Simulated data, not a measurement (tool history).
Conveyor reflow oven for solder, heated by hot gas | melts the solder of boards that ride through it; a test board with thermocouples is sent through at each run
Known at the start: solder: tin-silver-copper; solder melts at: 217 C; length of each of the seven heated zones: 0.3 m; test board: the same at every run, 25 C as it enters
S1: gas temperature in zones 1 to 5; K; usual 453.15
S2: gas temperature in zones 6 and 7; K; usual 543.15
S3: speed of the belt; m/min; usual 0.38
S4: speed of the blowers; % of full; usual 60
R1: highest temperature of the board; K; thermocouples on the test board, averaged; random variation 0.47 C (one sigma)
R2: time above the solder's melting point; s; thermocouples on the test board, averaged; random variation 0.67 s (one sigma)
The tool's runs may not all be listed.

run,hour,S1,S2,S3,S4,R1,R2
1,0,453.15,543.15,0.38,60,525.05,73.8
2,50.2,453.15,543.15,0.38,60,526.45,74.7
3,78.9,453.15,549.15,0.38,60,530.45,77.4
4,123.4,453.15,543.15,0.455,60,519.45,54.7
5,158.9,453.15,543.15,0.455,60,519.05,53.7
6,209.8,453.15,543.15,0.319,60,530.75,94
7,249.2,453.15,543.15,0.319,60,531.05,93.8
8,278,453.15,543.15,0.319,60,531.35,93.9
9,310,453.15,543.15,0.319,60,531.85,95.5
# hour 329.1: flux residue cleaned out of gas plates and filters
10,346.3,453.15,543.15,0.38,60,526.15,72.2
11,372.2,453.15,543.15,0.38,60,525.95,74.7
12,398.9,453.15,543.15,0.38,60,525.65,73.2
# hour 418.1: belt drive overhauled, speed set with a stopwatch
13,448.2,453.15,543.15,0.38,60,525.25,74.2
14,485,453.15,543.15,0.38,60,525.65,73.4
15,509.2,453.15,543.15,0.38,60,526.55,73
16,530.9,449.15,543.15,0.38,66,527.25,72.4
17,573.4,449.15,543.15,0.38,66,527.55,72.1
18,595.7,447.15,543.15,0.38,72,528.55,73.5
19,623.4,457.15,543.15,0.38,74,530.45,79.1
20,664.2,457.15,543.15,0.38,74,531.05,79.8
21,706.4,464.15,543.15,0.38,60,527.75,82.5
22,733.4,453.15,543.15,0.38,58,524.55,72.4
23,763.2,446.15,540.15,0.336,55,523.95,79.6
24,809.5,445.15,540.15,0.336,60,526.15,79.3
25,846.7,445.15,540.15,0.336,60,525.65,80.5
# hour 894.7: flux residue cleaned out of gas plates and filters
26,903.1,453.15,547.15,0.38,60,528.85,77.7

The next listed run, before its measurement:
27,942.6,453.15,547.15,0.38,60,?,?

{"run 27": {"R1": 528.55, "R2": 76.8}}
Without the tool's hidden state the same run would have given R1 528.55 K, R2 76.8 s.
